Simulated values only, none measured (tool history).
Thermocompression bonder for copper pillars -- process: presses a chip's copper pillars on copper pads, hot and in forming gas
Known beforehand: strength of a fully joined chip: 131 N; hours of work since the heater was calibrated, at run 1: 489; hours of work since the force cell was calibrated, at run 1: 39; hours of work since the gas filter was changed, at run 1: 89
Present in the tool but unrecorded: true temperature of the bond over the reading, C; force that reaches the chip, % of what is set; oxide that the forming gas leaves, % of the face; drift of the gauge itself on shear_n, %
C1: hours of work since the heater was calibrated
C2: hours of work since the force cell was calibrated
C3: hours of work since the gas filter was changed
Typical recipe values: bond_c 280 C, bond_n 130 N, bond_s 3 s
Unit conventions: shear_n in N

run 1 hour=0.0 | bond_c=280 bond_n=130 bond_s=3 | C1=489 C2=39 C3=89 | shear_n=61.4
run 2 hour=11.1 | bond_c=264 bond_n=130 bond_s=3 | C1=498 C2=48 C3=97 | shear_n=52.1
run 3 hour=27.1 | bond_c=264 bond_n=130 bond_s=3 | C1=510 C2=61 C3=110 | shear_n=53.2
-- hour=33.2 forming gas filter changed
run 4 hour=40.5 | bond_c=280 bond_n=187 bond_s=3 | C1=521 C2=71 C3=6 | shear_n=83.1
run 5 hour=58.2 | bond_c=280 bond_n=130 bond_s=3 | C1=535 C2=85 C3=20 | shear_n=68.4
run 6 hour=78.5 | bond_c=280 bond_n=130 bond_s=2 | C1=551 C2=101 C3=36 | shear_n=59.4
run 7 hour=102.2 | bond_c=280 bond_n=186 bond_s=2 | C1=570 C2=120 C3=55 | shear_n=71.4
run 8 hour=116.1 | bond_c=280 bond_n=186 bond_s=2 | C1=581 C2=131 C3=66 | shear_n=68.2
run 9 hour=126.6 | bond_c=280 bond_n=186 bond_s=2 | C1=589 C2=139 C3=74 | shear_n=68.3
run 10 hour=138.6 | bond_c=280 bond_n=186 bond_s=2 | C1=599 C2=149 C3=84 | shear_n=69.3
run 11 hour=151.4 | bond_c=280 bond_n=130 bond_s=3 | C1=609 C2=159 C3=94 | shear_n=63.0
run 12 hour=174.8 | bond_c=280 bond_n=130 bond_s=3 | C1=628 C2=178 C3=113 | shear_n=61.4
-- hour=178.0 forming gas filter changed
run 13 hour=200.1 | bond_c=280 bond_n=130 bond_s=3 | C1=648 C2=198 C3=18 | shear_n=66.9
run 14 hour=216.8 | bond_c=280 bond_n=149 bond_s=3 | C1=661 C2=211 C3=31 | shear_n=73.4
run 15 hour=229.9 | bond_c=280 bond_n=149 bond_s=3 | C1=671 C2=222 C3=41 | shear_n=73.2
run 16 hour=253.7 | bond_c=303 bond_n=149 bond_s=3 | C1=690 C2=241 C3=60 | shear_n=82.6
run 17 hour=268.8 | bond_c=303 bond_n=116 bond_s=3 | C1=702 C2=253 C3=72 | shear_n=72.2
run 18 hour=288.8 | bond_c=251 bond_n=130 bond_s=3 | C1=718 C2=269 C3=88 | shear_n=46.6
run 19 hour=311.8 | bond_c=251 bond_n=130 bond_s=3 | C1=737 C2=287 C3=107 | shear_n=45.2
-- hour=322.9 forming gas filter changed
run 20 hour=323.0 | bond_c=251 bond_n=130 bond_s=3 | C1=745 C2=295 C3=0 | shear_n=50.8
run 21 hour=333.7 | bond_c=292 bond_n=79 bond_s=7 | C1=754 C2=304 C3=9 | shear_n=76.2
run 22 hour=353.0 | bond_c=269 bond_n=130 bond_s=8 | C1=769 C2=319 C3=24 | shear_n=82.7
-- hour=376.9 heater calibrated with a thermocouple chip
run 23 hour=379.7 | bond_c=270 bond_n=97 bond_s=6 | C1=2 C2=339 C3=44 | shear_n=69.0
run 24 hour=400.0 | bond_c=270 bond_n=190 bond_s=7 | C1=18 C2=355 C3=60 | shear_n=97.9
run 25 hour=416.5 | bond_c=270 bond_n=190 bond_s=7 | C1=32 C2=368 C3=73 | shear_n=96.2
run 26 hour=439.4 | bond_c=270 bond_n=190 bond_s=7 | C1=50 C2=387 C3=91 | shear_n=95.0
run 27 hour=453.9 | bond_c=270 bond_n=190 bond_s=7 | C1=61 C2=398 C3=103 | shear_n=93.2
run 28 hour=467.5 | bond_c=302 bond_n=175 bond_s=7 | C1=72 C2=409 C3=114 | shear_n=102.9
-- hour=470.0 forming gas filter changed
run 29 hour=492.6 | bond_c=302 bond_n=175 bond_s=7 | C1=92 C2=429 C3=18 | shear_n=109.8
run 30 hour=512.6 | bond_c=302 bond_n=175 bond_s=7 | C1=108 C2=445 C3=34 | shear_n=110.0
run 31 hour=525.1 | bond_c=302 bond_n=119 bond_s=2 | C1=118 C2=455 C3=44 | shear_n=69.9
run 32 hour=540.2 | bond_c=276 bond_n=188 bond_s=5 | C1=130 C2=467 C3=56 | shear_n=91.1
run 33 hour=555.1 | bond_c=276 bond_n=188 bond_s=5 | C1=142 C2=479 C3=68 | shear_n=91.2
run 34 hour=571.7 | bond_c=307 bond_n=100 bond_s=3 | C1=155 C2=492 C3=81 | shear_n=72.8
run 35 hour=593.4 | bond_c=307 bond_n=100 bond_s=4 | C1=172 C2=509 C3=98 | shear_n=75.8
run 36 hour=608.9 | bond_c=307 bond_n=100 bond_s=4 | C1=185 C2=521 C3=111 | shear_n=77.1
-- hour=614.7 forming gas filter changed
run 37 hour=628.0 | bond_c=307 bond_n=100 bond_s=4 | C1=200 C2=536 C3=11 | shear_n=85.1
run 38 hour=648.8 | bond_c=280 bond_n=130 bond_s=3 | C1=216 C2=553 C3=27 | shear_n=70.9
run 39 hour=672.8 | bond_c=280 bond_n=130 bond_s=3 | C1=235 C2=572 C3=46 | shear_n=69.4
run 40 hour=692.3 | bond_c=280 bond_n=130 bond_s=3 | C1=251 C2=588 C3=62 | shear_n=68.9

Some steps in shear_n, run to run, broken into two amounts with sign: the step expected even without the hidden condition (settings, incoming material, random variation), and the rest, left for the hidden condition together with whatever gauge scatter is not in both the measured and the hidden-condition-free result:
Run 3 -> 4: bond_c 264 -> 280, bond_n 130 -> 187, forming gas filter changed. shear_n +29.9 N: hidden state +6.1, all else +23.8.
Run 12 -> 13: forming gas filter changed. shear_n +5.5 N: hidden state +6.2, all else -0.7.
Run 23 -> 24: bond_n 97 -> 190, bond_s 6 -> 7. shear_n +28.9 N: hidden state -3.0, all else +31.9.
Run 28 -> 29: forming gas filter changed. shear_n +6.9 N: hidden state +9.8, all else -2.9.
Run 30 -> 31: bond_n 175 -> 119, bond_s 7 -> 2. shear_n -40.1 N: hidden state +1.0, all else -41.1.
Run 36 -> 37: forming gas filter changed. shear_n +8.0 N: hidden state +8.0, all else +0.0.
